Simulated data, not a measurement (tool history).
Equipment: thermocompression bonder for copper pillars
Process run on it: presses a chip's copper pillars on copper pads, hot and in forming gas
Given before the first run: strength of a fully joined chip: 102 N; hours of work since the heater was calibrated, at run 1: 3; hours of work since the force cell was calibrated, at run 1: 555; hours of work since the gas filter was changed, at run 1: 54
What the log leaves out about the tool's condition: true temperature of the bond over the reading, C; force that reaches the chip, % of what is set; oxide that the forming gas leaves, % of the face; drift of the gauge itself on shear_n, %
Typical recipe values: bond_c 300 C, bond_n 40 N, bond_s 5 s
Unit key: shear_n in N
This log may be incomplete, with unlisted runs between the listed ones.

run    hour  bond_c  bond_n  bond_s  hours of work since the heater was calibrated  hours of work since the force cell was calibrated  hours of work since the gas filter was changed  shear_n
  1       0     300      40       5                                              3                                                555                                              54     36.8
  2    49.9     300      40       5                                             36                                                589                                              88     36.4
  3   123.8     323      40       5                                             85                                                638                                             137     46.5
  4   185.8     300      40       5                                            127                                                679                                             178     36.5
  5   234.1     300      40       5                                            159                                                712                                             211     36.4
  6     305     300      40       5                                            207                                                759                                             258     36.1
  7   394.3     300      40       5                                            266                                                819                                             318     36.2
  8   453.8     300      40       6                                            306                                                859                                             358     38.7
        468  -- forming gas filter changed
  9     515     300      40       6                                            347                                                899                                              31     38.8
 10   586.3     300      40       6                                            395                                                947                                              79     39.1
 11   623.3     300      28       5                                            419                                                972                                             104     27.9
 12   691.6     300      40       7                                            465                                               1018                                             150     41.5
 13   772.4     300      32       5                                            519                                               1072                                             204       31
 14     811     300      32      12                                            545                                               1097                                             230     43.3
 15   884.9     316      40       5                                            594                                               1147                                             279     42.6
 16   936.4     316      40       5                                            629                                               1181                                             313     42.6
     1016.6  -- forming gas filter changed
 17    1024     300      40       5                                            687                                               1240                                               5     35.9
 18  1078.7     300      40       5                                            724                                               1276                                              42     36.3
 19  1143.1     300      40       5                                            767                                               1319                                              85     35.9
 20  1183.1     300      40       5                                            794                                               1346                                             111     35.7
     1209.9  -- force cell calibrated
 21  1267.1     300      44       3                                            849                                                 38                                             167     31.2
 22  1327.5     290      58       5                                            889                                                 79                                             207       41
 23  1392.8     290      58       5                                            933                                                122                                             251       41
 24  1467.6     314      40       9                                            983                                                172                                             301     51.2
     1542.6  -- gauge calibrated
 25  1554.8     314      52       9                                           1041                                                231                                             359     60.6
     1565.2  -- forming gas filter changed
     1606.5  -- heater calibrated with a thermocouple chip
 26  1632.3     287      42       5                                             17                                                281                                              44     32.7
 27  1718.9     301      25       5                                             75                                                339                                             101     26.7
 28  1757.6     300      41       3                                            101                                                365                                             127     30.1
 29  1802.6     320      40       7                                            131                                                395                                             157     50.6
 30    1845     320      40       7                                            160                                                423                                             186     50.9
 31  1916.2     329      35       3                                            207                                                471                                             234       37
 32  1995.9     309      60       3                                            261                                                524                                             287     42.8
 33  2065.3     308      38      10                                            307                                                571                                             333     49.4
     2117.4  -- forming gas filter changed
 34  2133.1     308      38      10                                            352                                                616                                              10     49.2
 35  2193.9     325      40       6                                            393                                                656                                              51     49.7
 36  2279.6     325      40       6                                            450                                                714                                             108     49.5
 37  2345.4     306      43       3                                            494                                                758                                             153     33.3
 38  2394.2     306      43       3                                            527                                                790                                             185     32.9
 39  2457.6     306      43       3                                            569                                                833                                             228     32.8

Alternative continuations, all from the tool just after run 39; predict every row:
  A  2495.9     319      43       3                                            595                                                858                                             253        ?
  B  2495.9     322      49      12                                            595                                                858                                             253        ?
  C  2495.9     308      26       5                                            595                                                858                                             253        ?

run  shear_n
  A     38.5
  B     66.3
  C     29.2
The same runs, with their run-to-run variation unchanged, on a tool lacking any hidden condition would have given:
run  shear_n
  A     39.3
  B     67.7
  C     29.8

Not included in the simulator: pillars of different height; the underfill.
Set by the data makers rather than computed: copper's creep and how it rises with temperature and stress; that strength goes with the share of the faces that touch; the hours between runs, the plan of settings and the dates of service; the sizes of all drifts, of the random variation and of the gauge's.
